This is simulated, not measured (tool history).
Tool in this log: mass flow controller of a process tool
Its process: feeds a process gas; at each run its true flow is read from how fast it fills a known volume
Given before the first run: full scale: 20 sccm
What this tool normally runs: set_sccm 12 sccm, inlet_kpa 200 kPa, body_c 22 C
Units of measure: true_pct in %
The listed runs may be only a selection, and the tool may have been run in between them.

run	day	set_sccm	inlet_kpa	body_c	true_pct
1	0.000	12	200	22	99.96
2	6.600	12	200	22	100.20
3	16.271	4	200	22	99.91
4	20.429	4	200	22	100.02
5	26.962	4	265	22	100.62
6	34.538	12	200	22	100.37
7	43.733	13	200	22	100.25
8	50.971	13	200	25	100.29
9	58.542	13	200	25	100.29
10	65.358	8	200	22	100.44
11	73.608	8	200	22	100.44
12	82.254	8	200	22	100.50
13	87.442	12	200	28	100.39
14	95.346	12	156	22	100.35
15	103.979	12	173	37	99.88
16	111.558	5	208	34	100.33
17	120.792	19	175	26	100.53
18	129.288	19	175	26	100.80
19	134.988	6	178	30	100.34
20	140.292	10	178	30	100.50
21	146.762	10	178	21	101.04
22	155.242	12	244	32	100.93
23	159.583	9	244	24	101.30
24	167.179	12	273	22	101.65
25	174.942	5	251	22	101.51
26	184.300	5	200	33	100.67
27	191.396	5	200	33	100.83
28	197.529	13	198	23	101.34

Between the runs listed above, the log contained 1 entry, not reproduced here. Where in the sequence does each belong, and how does what the log doesn't record of the tool's condition differ from the listed run before to the listed run after?
Between runs 6 and 7: controller's zero set anew (day 41.133)
  flow at rest that the sensor doesn't see, % of full scale: -0.002 -> 0; drift of the gauge itself on true_pct, %: 0.26 -> 0.33
  measured value less the no-hidden-state value, true_pct: +0.26 -> +0.33 %
